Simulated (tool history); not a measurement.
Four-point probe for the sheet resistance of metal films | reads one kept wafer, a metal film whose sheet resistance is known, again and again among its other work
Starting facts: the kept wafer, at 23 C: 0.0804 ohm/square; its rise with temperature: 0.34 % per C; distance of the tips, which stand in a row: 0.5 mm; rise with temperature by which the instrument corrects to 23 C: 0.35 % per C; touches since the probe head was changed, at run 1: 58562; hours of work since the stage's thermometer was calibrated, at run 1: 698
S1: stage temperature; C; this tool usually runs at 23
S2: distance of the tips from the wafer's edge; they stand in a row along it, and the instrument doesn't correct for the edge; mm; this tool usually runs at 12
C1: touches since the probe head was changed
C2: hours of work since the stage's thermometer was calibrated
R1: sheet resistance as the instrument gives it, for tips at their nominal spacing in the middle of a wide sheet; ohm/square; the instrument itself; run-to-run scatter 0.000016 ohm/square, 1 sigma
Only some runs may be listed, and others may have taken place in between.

run 1 hour=0.0 | S1=23 S2=12 | C1=58562 C2=698 | R1=0.079580
run 2 hour=58.2 | S1=23 S2=8 | C1=60376 C2=725 | R1=0.079661
run 3 hour=95.7 | S1=23 S2=5 | C1=61542 C2=742 | R1=0.079903
run 4 hour=145.9 | S1=23 S2=7 | C1=63108 C2=765 | R1=0.079665
run 5 hour=191.3 | S1=23 S2=12 | C1=64522 C2=786 | R1=0.079518
run 6 hour=237.6 | S1=23 S2=12 | C1=65967 C2=807 | R1=0.079501
run 7 hour=288.3 | S1=23 S2=12 | C1=67546 C2=830 | R1=0.079480
run 8 hour=347.7 | S1=22 S2=12 | C1=69395 C2=857 | R1=0.079488
run 9 hour=402.7 | S1=20 S2=12 | C1=71111 C2=882 | R1=0.079469
-- hour=407.4 stage's thermometer calibrated
run 10 hour=462.9 | S1=20 S2=12 | C1=72971 C2=25 | R1=0.079420
run 11 hour=495.3 | S1=19 S2=49 | C1=73981 C2=40 | R1=0.079382
-- hour=504.4 stage's thermometer calibrated, once more
run 12 hour=520.8 | S1=20 S2=71 | C1=74758 C2=7 | R1=0.079418
run 13 hour=556.6 | S1=23 S2=20 | C1=75874 C2=24 | R1=0.079410
run 14 hour=609.2 | S1=23 S2=20 | C1=77514 C2=48 | R1=0.079407
run 15 hour=645.1 | S1=35 S2=7 | C1=78631 C2=64 | R1=0.079475
run 16 hour=696.8 | S1=35 S2=7 | C1=80244 C2=88 | R1=0.079417
run 17 hour=731.0 | S1=35 S2=7 | C1=81310 C2=103 | R1=0.079427
run 18 hour=768.5 | S1=25 S2=17 | C1=82478 C2=120 | R1=0.079327
run 19 hour=825.5 | S1=25 S2=22 | C1=84253 C2=146 | R1=0.079274
run 20 hour=855.4 | S1=31 S2=22 | C1=85186 C2=160 | R1=0.079245

Describe how what the log doesn't record of the tool's condition differs between the last listed run preceding each entry between runs and the first listed run following it.
Logged between run 9 and run 10: stage's thermometer calibrated (hour 407.4)
  inner tips' distance over the nominal, %: -1.121 -> -1.143; tips' flats over new ones', %: 76 -> 78; wafer's true temperature over the reading, C: -0.17 -> -0.29
  measured value less the no-hidden-state value, R1: -0.001021 -> -0.001073 ohm/square
Logged between run 11 and run 12: stage's thermometer calibrated, once more (hour 504.4)
  inner tips' distance over the nominal, %: -1.155 -> -1.163; wafer's true temperature over the reading, C: -0.29 -> -0.04
  measured value less the no-hidden-state value, R1: -0.001084 -> -0.001021 ohm/square
